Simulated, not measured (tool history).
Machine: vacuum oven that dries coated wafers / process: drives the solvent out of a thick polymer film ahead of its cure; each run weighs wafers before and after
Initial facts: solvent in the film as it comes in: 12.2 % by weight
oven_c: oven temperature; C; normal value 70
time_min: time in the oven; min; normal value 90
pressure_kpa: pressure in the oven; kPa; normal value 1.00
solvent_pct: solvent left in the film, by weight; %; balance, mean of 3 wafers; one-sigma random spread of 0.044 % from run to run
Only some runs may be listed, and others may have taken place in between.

run 1 hour=0.0 | oven_c=70 time_min=90 pressure_kpa=1.00 | solvent_pct=1.04
run 2 hour=11.7 | oven_c=70 time_min=90 pressure_kpa=1.00 | solvent_pct=0.98
run 3 hour=25.1 | oven_c=70 time_min=90 pressure_kpa=1.00 | solvent_pct=1.12
run 4 hour=39.2 | oven_c=70 time_min=90 pressure_kpa=1.00 | solvent_pct=1.01
run 5 hour=45.6 | oven_c=70 time_min=90 pressure_kpa=1.00 | solvent_pct=1.10
run 6 hour=56.2 | oven_c=70 time_min=90 pressure_kpa=1.41 | solvent_pct=1.09
run 7 hour=70.4 | oven_c=70 time_min=90 pressure_kpa=1.41 | solvent_pct=1.26
run 8 hour=82.8 | oven_c=70 time_min=90 pressure_kpa=1.00 | solvent_pct=1.03
run 9 hour=98.3 | oven_c=70 time_min=90 pressure_kpa=1.00 | solvent_pct=1.07
run 10 hour=108.5 | oven_c=70 time_min=90 pressure_kpa=3.72 | solvent_pct=1.94
run 11 hour=116.0 | oven_c=70 time_min=90 pressure_kpa=3.72 | solvent_pct=1.92
run 12 hour=126.9 | oven_c=70 time_min=90 pressure_kpa=3.72 | solvent_pct=1.92
run 13 hour=142.3 | oven_c=70 time_min=90 pressure_kpa=3.72 | solvent_pct=1.93
run 14 hour=156.0 | oven_c=70 time_min=90 pressure_kpa=1.00 | solvent_pct=1.05
run 15 hour=167.3 | oven_c=70 time_min=90 pressure_kpa=0.79 | solvent_pct=0.98
run 16 hour=174.0 | oven_c=70 time_min=90 pressure_kpa=0.79 | solvent_pct=0.95
run 17 hour=185.8 | oven_c=70 time_min=90 pressure_kpa=0.79 | solvent_pct=1.04
run 18 hour=194.4 | oven_c=70 time_min=90 pressure_kpa=1.29 | solvent_pct=1.13
run 19 hour=207.8 | oven_c=70 time_min=90 pressure_kpa=1.00 | solvent_pct=1.07
run 20 hour=214.7 | oven_c=70 time_min=90 pressure_kpa=1.00 | solvent_pct=1.11
run 21 hour=224.6 | oven_c=61 time_min=90 pressure_kpa=1.36 | solvent_pct=3.03
run 22 hour=233.4 | oven_c=67 time_min=90 pressure_kpa=1.98 | solvent_pct=1.97
run 23 hour=244.5 | oven_c=67 time_min=90 pressure_kpa=1.98 | solvent_pct=1.87
run 24 hour=257.3 | oven_c=67 time_min=90 pressure_kpa=1.98 | solvent_pct=1.89
run 25 hour=268.5 | oven_c=70 time_min=116 pressure_kpa=0.63 | solvent_pct=0.59
run 26 hour=275.0 | oven_c=70 time_min=90 pressure_kpa=0.72 | solvent_pct=1.10
run 27 hour=284.9 | oven_c=77 time_min=134 pressure_kpa=1.35 | solvent_pct=0.42
run 28 hour=297.6 | oven_c=77 time_min=134 pressure_kpa=1.35 | solvent_pct=0.35
run 29 hour=306.6 | oven_c=77 time_min=134 pressure_kpa=1.35 | solvent_pct=0.43
run 30 hour=319.2 | oven_c=77 time_min=74 pressure_kpa=1.00 | solvent_pct=0.53
run 31 hour=328.9 | oven_c=77 time_min=74 pressure_kpa=1.00 | solvent_pct=0.65
run 32 hour=338.5 | oven_c=77 time_min=74 pressure_kpa=1.00 | solvent_pct=0.63
run 33 hour=351.6 | oven_c=56 time_min=46 pressure_kpa=1.37 | solvent_pct=6.53
run 34 hour=360.9 | oven_c=78 time_min=46 pressure_kpa=1.47 | solvent_pct=1.41
run 35 hour=375.2 | oven_c=78 time_min=46 pressure_kpa=1.47 | solvent_pct=1.44
run 36 hour=387.5 | oven_c=70 time_min=139 pressure_kpa=0.82 | solvent_pct=0.58
run 37 hour=401.4 | oven_c=70 time_min=139 pressure_kpa=1.51 | solvent_pct=0.70
run 38 hour=407.7 | oven_c=85 time_min=49 pressure_kpa=2.13 | solvent_pct=0.66
run 39 hour=420.9 | oven_c=85 time_min=49 pressure_kpa=2.13 | solvent_pct=0.77
run 40 hour=428.3 | oven_c=65 time_min=130 pressure_kpa=0.94 | solvent_pct=1.15

Branching from run 40: 4 alternative next runs. What would each branch give?
run A hour=443.3 | oven_c=71 time_min=63 pressure_kpa=0.63 | solvent_pct=?
run B hour=443.3 | oven_c=65 time_min=73 pressure_kpa=1.02 | solvent_pct=?
run C hour=443.3 | oven_c=65 time_min=55 pressure_kpa=0.76 | solvent_pct=?
run D hour=443.3 | oven_c=60 time_min=93 pressure_kpa=0.71 | solvent_pct=?

run=A solvent_pct=1.71
run=B solvent_pct=2.72
run=C solvent_pct=3.51
run=D solvent_pct=2.97
Without the tool's unlogged condition, the same runs would have read:
run=A solvent_pct=1.33
run=B solvent_pct=2.23
run=C solvent_pct=2.98
run=D solvent_pct=2.44
